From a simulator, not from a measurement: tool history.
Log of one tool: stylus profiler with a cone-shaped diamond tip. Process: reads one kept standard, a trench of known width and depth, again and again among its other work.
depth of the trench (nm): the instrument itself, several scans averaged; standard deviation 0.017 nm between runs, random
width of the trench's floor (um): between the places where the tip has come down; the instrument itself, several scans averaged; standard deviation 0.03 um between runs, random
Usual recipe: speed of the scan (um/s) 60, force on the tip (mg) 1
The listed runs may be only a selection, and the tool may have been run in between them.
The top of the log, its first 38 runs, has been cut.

run	hour	speed of the scan (um/s)	force on the tip (mg)	depth of the trench (nm)	width of the trench's floor (um)
39	469.5	20	0.78	100.68	28.65
40	481.8	59	0.85	100.72	28.41
41	490.9	23	1.97	101.24	28.65
42	499.3	16	0.52	100.54	28.64
43	516.5	107	1.16	100.87	28.18
44	533.7	107	1.16	100.91	28.17
45	544.7	107	1.16	100.87	28.14
46	555.3	99	0.79	100.68	28.13

Each row is a separate what-if for the run after 46, all from the same tool condition, not one after another. Results?
A	569.5	89	1	?	?
B	569.5	15	0.58	?	?
C	569.5	71	1.65	?	?
D	569.5	49	0.79	?	?
E	569.5	30	1.66	?	?

run	depth of the trench (nm)	width of the trench's floor (um)
A	100.81	28.25
B	100.55	28.61
C	101.09	28.37
D	100.68	28.4
E	101.12	28.6
Without the tool's hidden state the same runs would have given:
run	depth of the trench (nm)	width of the trench's floor (um)
A	100.81	28.25
B	100.54	28.61
C	101.09	28.37
D	100.68	28.4
E	101.12	28.61
